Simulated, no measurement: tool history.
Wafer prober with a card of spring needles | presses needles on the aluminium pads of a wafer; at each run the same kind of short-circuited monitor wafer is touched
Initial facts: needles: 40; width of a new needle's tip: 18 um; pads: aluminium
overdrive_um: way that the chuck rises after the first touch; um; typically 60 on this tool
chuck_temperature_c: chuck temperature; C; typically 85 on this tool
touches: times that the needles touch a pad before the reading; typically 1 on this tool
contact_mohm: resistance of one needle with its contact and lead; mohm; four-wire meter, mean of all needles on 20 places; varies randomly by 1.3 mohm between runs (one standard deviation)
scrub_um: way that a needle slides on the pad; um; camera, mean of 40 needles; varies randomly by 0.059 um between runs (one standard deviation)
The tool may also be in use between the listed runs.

{"run": 1, "day": 0.0, "overdrive_um": 60, "chuck_temperature_c": 85, "touches": 1, "contact_mohm": 161, "scrub_um": 12.41}
{"day": 0.075, "done": "tips cleaned on abrasive film"}
{"day": 0.438, "done": "tips cleaned on abrasive film"}
{"day": 0.8, "done": "tips cleaned on abrasive film"}
{"day": 1.162, "done": "tips cleaned on abrasive film"}
{"run": 2, "day": 1.179, "overdrive_um": 60, "chuck_temperature_c": 85, "touches": 2, "contact_mohm": 119, "scrub_um": 12.41}
{"day": 1.471, "done": "tips cleaned on abrasive film"}
{"day": 1.833, "done": "tips cleaned on abrasive film"}
{"day": 2.196, "done": "tips cleaned on abrasive film"}
{"run": 3, "day": 2.471, "overdrive_um": 60, "chuck_temperature_c": 85, "touches": 2, "contact_mohm": 147, "scrub_um": 12.33}
{"day": 2.546, "done": "tips cleaned on abrasive film"}
{"day": 2.838, "done": "tips cleaned on abrasive film"}
{"day": 3.196, "done": "tips cleaned on abrasive film"}
{"day": 3.354, "done": "height of the first contact set anew"}
{"day": 3.562, "done": "tips cleaned on abrasive film"}
{"run": 4, "day": 3.562, "overdrive_um": 60, "chuck_temperature_c": 85, "touches": 1, "contact_mohm": 120, "scrub_um": 12.01}
{"day": 3.925, "done": "tips cleaned on abrasive film"}
{"day": 4.288, "done": "tips cleaned on abrasive film"}
{"day": 4.65, "done": "tips cleaned on abrasive film"}
{"run": 5, "day": 4.871, "overdrive_um": 60, "chuck_temperature_c": 85, "touches": 1, "contact_mohm": 164, "scrub_um": 12.05}
{"day": 4.946, "done": "tips cleaned on abrasive film"}
{"day": 5.308, "done": "tips cleaned on abrasive film"}
{"day": 5.671, "done": "tips cleaned on abrasive film"}
{"day": 6.033, "done": "tips cleaned on abrasive film"}
{"day": 6.396, "done": "tips cleaned on abrasive film"}
{"day": 6.621, "done": "height of the first contact set anew, once more"}
{"run": 6, "day": 6.683, "overdrive_um": 60, "chuck_temperature_c": 85, "touches": 1, "contact_mohm": 161, "scrub_um": 12.72}
{"day": 6.758, "done": "tips cleaned on abrasive film"}
{"day": 7.121, "done": "tips cleaned on abrasive film"}
{"day": 7.412, "done": "tips cleaned on abrasive film"}
{"day": 7.775, "done": "tips cleaned on abrasive film"}
{"run": 7, "day": 8.021, "overdrive_um": 60, "chuck_temperature_c": 85, "touches": 1, "contact_mohm": 166, "scrub_um": 12.52}
{"day": 8.096, "done": "tips cleaned on abrasive film"}
{"day": 8.458, "done": "tips cleaned on abrasive film"}
{"day": 8.821, "done": "tips cleaned on abrasive film"}
{"run": 8, "day": 8.883, "overdrive_um": 60, "chuck_temperature_c": 85, "touches": 1, "contact_mohm": 139, "scrub_um": 12.5}
{"day": 9.171, "done": "tips cleaned on abrasive film"}
{"day": 9.533, "done": "tips cleaned on abrasive film"}
{"day": 9.842, "done": "tips cleaned on abrasive film"}
{"run": 9, "day": 9.842, "overdrive_um": 60, "chuck_temperature_c": 85, "touches": 1, "contact_mohm": 123, "scrub_um": 12.45}
{"day": 10.204, "done": "tips cleaned on abrasive film"}
{"day": 10.567, "done": "tips cleaned on abrasive film"}
{"day": 10.929, "done": "tips cleaned on abrasive film"}
{"run": 10, "day": 11.033, "overdrive_um": 60, "chuck_temperature_c": 85, "touches": 1, "contact_mohm": 150, "scrub_um": 12.29}
{"day": 11.254, "done": "tips cleaned on abrasive film"}
{"day": 11.617, "done": "tips cleaned on abrasive film"}
{"day": 11.908, "done": "tips cleaned on abrasive film"}
{"day": 12.271, "done": "tips cleaned on abrasive film"}
{"run": 11, "day": 12.496, "overdrive_um": 60, "chuck_temperature_c": 85, "touches": 1, "contact_mohm": 160, "scrub_um": 12.16}
{"day": 12.571, "done": "tips cleaned on abrasive film"}
{"day": 12.796, "done": "height of the first contact set anew"}
{"day": 12.946, "done": "tips cleaned on abrasive film"}
{"day": 13.308, "done": "tips cleaned on abrasive film"}
{"run": 12, "day": 13.5, "overdrive_um": 60, "chuck_temperature_c": 85, "touches": 1, "contact_mohm": 159, "scrub_um": 12.6}
{"day": 13.65, "done": "tips cleaned on abrasive film"}
{"day": 14.012, "done": "tips cleaned on abrasive film"}
{"day": 14.371, "done": "tips cleaned on abrasive film"}
{"day": 14.733, "done": "tips cleaned on abrasive film"}
{"day": 15.025, "done": "tips cleaned on abrasive film"}
{"run": 13, "day": 15.15, "overdrive_um": 65, "chuck_temperature_c": 58, "touches": 1, "contact_mohm": 139, "scrub_um": 13.48}
{"day": 15.367, "done": "tips cleaned on abrasive film"}
{"day": 15.658, "done": "tips cleaned on abrasive film"}
{"day": 16.021, "done": "tips cleaned on abrasive film"}
{"day": 16.383, "done": "tips cleaned on abrasive film"}
{"run": 14, "day": 16.617, "overdrive_um": 60, "chuck_temperature_c": 32, "touches": 1, "contact_mohm": 168, "scrub_um": 12.38}
{"day": 16.692, "done": "tips cleaned on abrasive film"}
{"day": 17.054, "done": "tips cleaned on abrasive film"}
{"day": 17.417, "done": "tips cleaned on abrasive film"}
{"day": 17.779, "done": "tips cleaned on abrasive film"}
{"day": 18.142, "done": "tips cleaned on abrasive film"}
{"day": 18.488, "done": "tips cleaned on abrasive film"}
{"run": 15, "day": 18.488, "overdrive_um": 60, "chuck_temperature_c": 32, "touches": 1, "contact_mohm": 116, "scrub_um": 12.21}
{"day": 18.779, "done": "tips cleaned on abrasive film"}
{"day": 19.008, "done": "height of the first contact set anew"}
{"day": 19.154, "done": "tips cleaned on abrasive film"}
{"day": 19.446, "done": "tips cleaned on abrasive film"}
{"day": 19.808, "done": "tips cleaned on abrasive film"}
{"day": 20.1, "done": "tips cleaned on abrasive film"}
{"run": 16, "day": 20.312, "overdrive_um": 71, "chuck_temperature_c": 32, "touches": 1, "contact_mohm": 147, "scrub_um": 14.87}
{"day": 20.392, "done": "tips cleaned on abrasive film"}
{"day": 20.754, "done": "tips cleaned on abrasive film"}
{"day": 21.117, "done": "tips cleaned on abrasive film"}
{"day": 21.408, "done": "tips cleaned on abrasive film"}
{"day": 21.717, "done": "tips cleaned on abrasive film"}
{"run": 17, "day": 21.717, "overdrive_um": 71, "chuck_temperature_c": 32, "touches": 1, "contact_mohm": 111, "scrub_um": 14.62}
{"day": 22.079, "done": "tips cleaned on abrasive film"}
{"day": 22.371, "done": "tips cleaned on abrasive film"}
{"day": 22.733, "done": "tips cleaned on abrasive film"}
{"day": 23.096, "done": "tips cleaned on abrasive film"}
{"run": 18, "day": 23.3, "overdrive_um": 60, "chuck_temperature_c": 38, "touches": 2, "contact_mohm": 146, "scrub_um": 12.39}
{"day": 23.446, "done": "tips cleaned on abrasive film"}
{"day": 23.738, "done": "tips cleaned on abrasive film"}
{"day": 24.1, "done": "tips cleaned on abrasive film"}
{"day": 24.462, "done": "tips cleaned on abrasive film"}
{"day": 24.825, "done": "tips cleaned on abrasive film"}
{"run": 19, "day": 24.879, "overdrive_um": 46, "chuck_temperature_c": 32, "touches": 1, "contact_mohm": 151, "scrub_um": 9.22}
{"day": 25.171, "done": "tips cleaned on abrasive film"}
{"day": 25.183, "done": "height of the first contact set anew"}
{"day": 25.546, "done": "tips cleaned on abrasive film"}
{"day": 25.908, "done": "tips cleaned on abrasive film"}
{"day": 26.271, "done": "tips cleaned on abrasive film"}
{"run": 20, "day": 26.396, "overdrive_um": 50, "chuck_temperature_c": 28, "touches": 2, "contact_mohm": 150, "scrub_um": 10.43}
{"day": 26.612, "done": "tips cleaned on abrasive film"}
{"day": 26.904, "done": "tips cleaned on abrasive film"}
{"day": 27.267, "done": "tips cleaned on abrasive film"}
{"run": 21, "day": 27.35, "overdrive_um": 60, "chuck_temperature_c": 85, "touches": 2, "contact_mohm": 136, "scrub_um": 12.46}
{"day": 27.571, "done": "tips cleaned on abrasive film"}
{"day": 27.929, "done": "tips cleaned on abrasive film"}
{"day": 28.221, "done": "tips cleaned on abrasive film"}
{"run": 22, "day": 28.462, "overdrive_um": 69, "chuck_temperature_c": 63, "touches": 1, "contact_mohm": 155, "scrub_um": 14.3}
{"day": 28.538, "done": "tips cleaned on abrasive film"}
{"day": 28.9, "done": "tips cleaned on abrasive film"}
{"day": 29.262, "done": "tips cleaned on abrasive film"}
{"day": 29.625, "done": "tips cleaned on abrasive film"}
{"day": 29.988, "done": "tips cleaned on abrasive film"}
{"day": 30.308, "done": "tips cleaned on abrasive film"}
{"run": 23, "day": 30.308, "overdrive_um": 60, "chuck_temperature_c": 36, "touches": 1, "contact_mohm": 116, "scrub_um": 12.19}
{"day": 30.6, "done": "tips cleaned on abrasive film"}
{"day": 30.892, "done": "tips cleaned on abrasive film"}
{"day": 31.254, "done": "tips cleaned on abrasive film"}
{"day": 31.408, "done": "height of the first contact set anew"}
{"run": 24, "day": 31.504, "overdrive_um": 52, "chuck_temperature_c": 76, "touches": 3, "contact_mohm": 147, "scrub_um": 10.99}

Below, some changes in contact_mohm between adjacent runs. For each, the amount present without the hidden state too (settings, incoming material, random variation) and the amount remaining for the hidden state with gauge scatter not shared by both compared results:
The hidden state here: debris on the tips, nm; way that the needles fall short of the set height, um; tips' diameter, um; drift of the gauge itself on contact_mohm, %; drift of the gauge itself on scrub_um, %.
Run 4 -> 5: tips cleaned on abrasive film, tips cleaned on abrasive film, tips cleaned on abrasive film. contact_mohm +44 mohm: hidden state +43, all else +1.
Run 14 -> 15: tips cleaned on abrasive film, tips cleaned on abrasive film, tips cleaned on abrasive film, tips cleaned on abrasive film, tips cleaned on abrasive film, tips cleaned on abrasive film. contact_mohm -52 mohm: hidden state -51, all else -1.
